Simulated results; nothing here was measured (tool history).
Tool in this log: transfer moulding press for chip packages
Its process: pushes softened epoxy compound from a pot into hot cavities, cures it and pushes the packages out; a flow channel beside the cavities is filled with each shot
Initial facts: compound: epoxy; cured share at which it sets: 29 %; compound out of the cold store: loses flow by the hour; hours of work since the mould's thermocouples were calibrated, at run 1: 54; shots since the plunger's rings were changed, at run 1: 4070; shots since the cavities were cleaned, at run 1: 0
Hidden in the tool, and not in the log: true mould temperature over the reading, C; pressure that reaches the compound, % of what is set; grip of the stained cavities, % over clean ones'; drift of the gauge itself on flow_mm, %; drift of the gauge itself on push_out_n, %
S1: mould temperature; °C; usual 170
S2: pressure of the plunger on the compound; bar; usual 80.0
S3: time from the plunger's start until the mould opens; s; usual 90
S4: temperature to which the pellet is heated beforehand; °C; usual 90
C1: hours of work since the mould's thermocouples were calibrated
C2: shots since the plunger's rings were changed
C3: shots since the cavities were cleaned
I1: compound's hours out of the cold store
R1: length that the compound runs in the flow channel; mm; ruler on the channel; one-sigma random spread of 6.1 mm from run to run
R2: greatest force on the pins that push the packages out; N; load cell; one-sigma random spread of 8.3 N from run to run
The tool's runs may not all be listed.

run 1 hour=0.0 | S1=170 S2=80.0 S3=90 S4=90 | C1=54 C2=4070 C3=0 | I1=10.0 | R1=711 R2=385
run 2 hour=8.6 | S1=170 S2=80.0 S3=90 S4=92 | C1=59 C2=4170 C3=100 | I1=14.0 | R1=697 R2=424
run 3 hour=19.3 | S1=170 S2=80.0 S3=90 S4=92 | C1=65 C2=4293 C3=223 | I1=13.7 | R1=711 R2=469
run 4 hour=31.3 | S1=170 S2=80.0 S3=90 S4=92 | C1=72 C2=4432 C3=362 | I1=31.5 | R1=617 R2=495
run 5 hour=40.0 | S1=170 S2=86.8 S3=90 S4=92 | C1=77 C2=4531 C3=461 | I1=40.5 | R1=599 R2=480
run 6 hour=46.5 | S1=170 S2=76.0 S3=90 S4=90 | C1=81 C2=4607 C3=537 | I1=8.5 | R1=706 R2=540
run 7 hour=54.2 | S1=170 S2=76.0 S3=90 S4=90 | C1=85 C2=4696 C3=626 | I1=35.1 | R1=594 R2=517
run 8 hour=62.4 | S1=170 S2=76.0 S3=90 S4=90 | C1=90 C2=4791 C3=721 | I1=45.5 | R1=539 R2=536
-- hour=71.3 cavities cleaned with cleaning compound and waxed
run 9 hour=77.6 | S1=170 S2=76.0 S3=90 S4=90 | C1=98 C2=4949 C3=73 | I1=36.2 | R1=579 R2=398
run 10 hour=89.6 | S1=170 S2=76.0 S3=90 S4=90 | C1=105 C2=5087 C3=211 | I1=45.7 | R1=533 R2=441
run 11 hour=100.1 | S1=170 S2=76.0 S3=90 S4=90 | C1=111 C2=5209 C3=333 | I1=46.7 | R1=534 R2=483
run 12 hour=110.7 | S1=170 S2=76.0 S3=90 S4=90 | C1=117 C2=5332 C3=456 | I1=22.6 | R1=628 R2=537
run 13 hour=119.3 | S1=170 S2=76.0 S3=90 S4=90 | C1=122 C2=5431 C3=555 | I1=17.1 | R1=657 R2=547
run 14 hour=129.2 | S1=170 S2=76.0 S3=90 S4=90 | C1=128 C2=5545 C3=669 | I1=15.1 | R1=669 R2=550
run 15 hour=136.0 | S1=177 S2=80.0 S3=90 S4=87 | C1=131 C2=5624 C3=748 | I1=38.2 | R1=577 R2=497
-- hour=142.4 cavities cleaned with cleaning compound and waxed
run 16 hour=146.5 | S1=177 S2=88.0 S3=90 S4=87 | C1=137 C2=5727 C3=47 | I1=18.5 | R1=703 R2=341
-- hour=154.1 plunger's sealing rings changed
run 17 hour=160.6 | S1=176 S2=80.6 S3=90 S4=98 | C1=143 C2=76 C3=182 | I1=42.6 | R1=586 R2=395
run 18 hour=174.0 | S1=164 S2=91.5 S3=90 S4=98 | C1=151 C2=230 C3=336 | I1=22.4 | R1=734 R2=620
run 19 hour=180.0 | S1=164 S2=79.6 S3=124 S4=95 | C1=155 C2=300 C3=406 | I1=8.5 | R1=763 R2=459
run 20 hour=191.3 | S1=164 S2=79.6 S3=124 S4=95 | C1=161 C2=430 C3=536 | I1=24.9 | R1=673 R2=474
run 21 hour=206.0 | S1=174 S2=90.5 S3=124 S4=95 | C1=169 C2=600 C3=706 | I1=35.8 | R1=646 R2=470
-- hour=215.9 cavities cleaned with cleaning compound and waxed
run 22 hour=222.3 | S1=164 S2=60.3 S3=75 S4=94 | C1=178 C2=771 C3=74 | I1=24.5 | R1=577 R2=772
run 23 hour=231.8 | S1=162 S2=73.9 S3=120 S4=94 | C1=183 C2=881 C3=184 | I1=47.0 | R1=549 R2=416
run 24 hour=239.0 | S1=168 S2=74.3 S3=90 S4=90 | C1=188 C2=964 C3=267 | I1=11.3 | R1=714 R2=517
run 25 hour=248.9 | S1=168 S2=74.3 S3=90 S4=90 | C1=193 C2=1078 C3=381 | I1=37.4 | R1=578 R2=534
run 26 hour=258.4 | S1=168 S2=74.3 S3=90 S4=90 | C1=199 C2=1188 C3=491 | I1=29.9 | R1=622 R2=550
run 27 hour=264.7 | S1=168 S2=74.3 S3=90 S4=90 | C1=202 C2=1261 C3=564 | I1=17.4 | R1=689 R2=577

What if the next run were any one of these 4? Each begins from the tool's condition after run 27:
run A hour=274.7 | S1=165 S2=63.8 S3=90 S4=90 | C1=208 C2=1376 C3=679 | I1=20.7 | R1=? R2=?
run B hour=274.7 | S1=171 S2=61.8 S3=90 S4=90 | C1=208 C2=1376 C3=679 | I1=47.0 | R1=? R2=?
run C hour=274.7 | S1=176 S2=82.8 S3=90 S4=84 | C1=208 C2=1376 C3=679 | I1=38.1 | R1=? R2=?
run D hour=274.7 | S1=168 S2=74.3 S3=90 S4=90 | C1=208 C2=1376 C3=679 | I1=17.7 | R1=? R2=?

run=A R1=610 R2=659
run=B R1=496 R2=520
run=C R1=601 R2=492
run=D R1=684 R2=597
Stripped of hidden state, with their random variation kept, the same runs would have yielded:
run=A R1=620 R2=443
run=B R1=504 R2=344
run=C R1=611 R2=325
run=D R1=696 R2=398

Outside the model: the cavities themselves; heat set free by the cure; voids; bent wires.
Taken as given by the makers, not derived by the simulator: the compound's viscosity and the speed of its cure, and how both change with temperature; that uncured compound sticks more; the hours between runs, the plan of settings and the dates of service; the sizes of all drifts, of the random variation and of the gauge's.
